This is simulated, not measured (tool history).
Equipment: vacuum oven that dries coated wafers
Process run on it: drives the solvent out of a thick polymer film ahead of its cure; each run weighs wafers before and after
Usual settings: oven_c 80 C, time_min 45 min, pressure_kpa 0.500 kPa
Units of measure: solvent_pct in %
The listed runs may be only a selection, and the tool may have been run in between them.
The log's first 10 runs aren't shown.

run	hour	oven_c	time_min	pressure_kpa	hours of work since the thermocouples were calibrated	hours of work since the vacuum gauge was cleaned of residue	solvent_pct
11	386.7	80	45	0.847	846	1103	0.78
12	425.4	80	45	0.500	867	1125	0.66
13	458.6	80	45	0.500	886	1143	0.72
14	480.6	87	45	0.500	898	1155	0.23
15	529.2	87	45	0.500	926	1183	0.26
16	551.7	80	35	0.500	938	1195	1.17
17	604.0	80	35	0.500	968	1225	1.13
18	650.3	84	28	0.500	994	1251	1.12
19	693.1	82	26	0.500	1018	1275	1.67
20	729.5	91	34	0.331	1038	1295	0.22
21	762.8	75	45	0.500	1057	1314	1.34
# hour 794.3: vacuum gauge cleaned of residue and calibrated
22	799.8	75	26	0.505	1077	3	3.09
23	843.3	80	50	0.500	1101	27	0.50
24	867.8	80	50	0.500	1115	41	0.53
25	912.6	69	48	0.500	1140	66	2.15
26	963.6	80	55	0.592	1168	95	0.47
27	990.8	93	45	0.500	1184	110	0.10
28	1035.6	93	45	0.500	1209	135	0.12
29	1080.2	91	54	0.500	1234	160	0.15
30	1124.6	91	54	0.500	1259	185	0.15
31	1175.3	91	54	0.500	1287	214	0.16
32	1213.7	88	37	0.691	1309	235	0.40
33	1247.9	77	51	0.483	1328	254	0.76

What if the next run were any one of these 3? Each begins from the tool's condition after run 33:
A	1274.3	80	22	1.267	1343	269	?
B	1274.3	77	72	1.857	1343	269	?
C	1274.3	71	51	0.250	1343	269	?

run	solvent_pct
A	2.79
B	0.96
C	1.53
With the hidden condition removed and each run's random variation left untouched, the same runs would have given:
run	solvent_pct
A	2.78
B	0.95
C	1.52
